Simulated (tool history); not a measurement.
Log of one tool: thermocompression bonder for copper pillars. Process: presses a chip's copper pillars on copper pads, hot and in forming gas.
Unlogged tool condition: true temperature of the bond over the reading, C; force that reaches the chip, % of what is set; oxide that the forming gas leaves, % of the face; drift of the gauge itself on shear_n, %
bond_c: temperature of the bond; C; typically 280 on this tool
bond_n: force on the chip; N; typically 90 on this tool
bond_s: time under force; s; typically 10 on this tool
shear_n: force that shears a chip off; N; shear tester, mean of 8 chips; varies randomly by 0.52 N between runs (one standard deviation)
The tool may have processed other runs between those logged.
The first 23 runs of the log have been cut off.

| run | hour | bond_c | bond_n | bond_s | hours of work since the heater was calibrated | hours of work since the force cell was calibrated | hours of work since the gas filter was changed | shear_n |
|---|---|---|---|---|---|---|---|---|
| 24 | 622.2 | 296 | 81 | 12 | 43 | 84 | 301 | 131.8 |
| 25 | 641.0 | 296 | 81 | 10 | 51 | 93 | 310 | 129.6 |
| 26 | 662.2 | 286 | 81 | 14 | 60 | 102 | 319 | 129.4 |
|  | 670.7 | heater calibrated with a thermocouple chip, once more |
| 27 | 692.9 | 286 | 81 | 14 | 10 | 114 | 331 | 122.7 |
| 28 | 725.9 | 286 | 81 | 14 | 24 | 129 | 346 | 121.8 |
| 29 | 746.4 | 294 | 101 | 14 | 33 | 138 | 355 | 132.7 |
| 30 | 765.2 | 294 | 101 | 14 | 41 | 146 | 363 | 134.3 |
| 31 | 789.7 | 281 | 120 | 6 | 52 | 157 | 374 | 110.3 |
| 32 | 819.6 | 286 | 90 | 12 | 65 | 170 | 387 | 121.9 |
| 33 | 837.8 | 250 | 66 | 25 | 73 | 177 | 394 | 100.7 |
| 34 | 871.5 | 256 | 60 | 9 | 87 | 192 | 409 | 75.0 |
| 35 | 903.4 | 280 | 79 | 10 | 101 | 206 | 423 | 108.9 |

What does the tool deliver on the next run?
| 36 | 922.5 | 280 | 94 | 6 | 110 | 214 | 431 | ? |

shear_n: 102.1 N
Minus the tool's unlogged condition, the same run would have read shear_n 102.5 N.
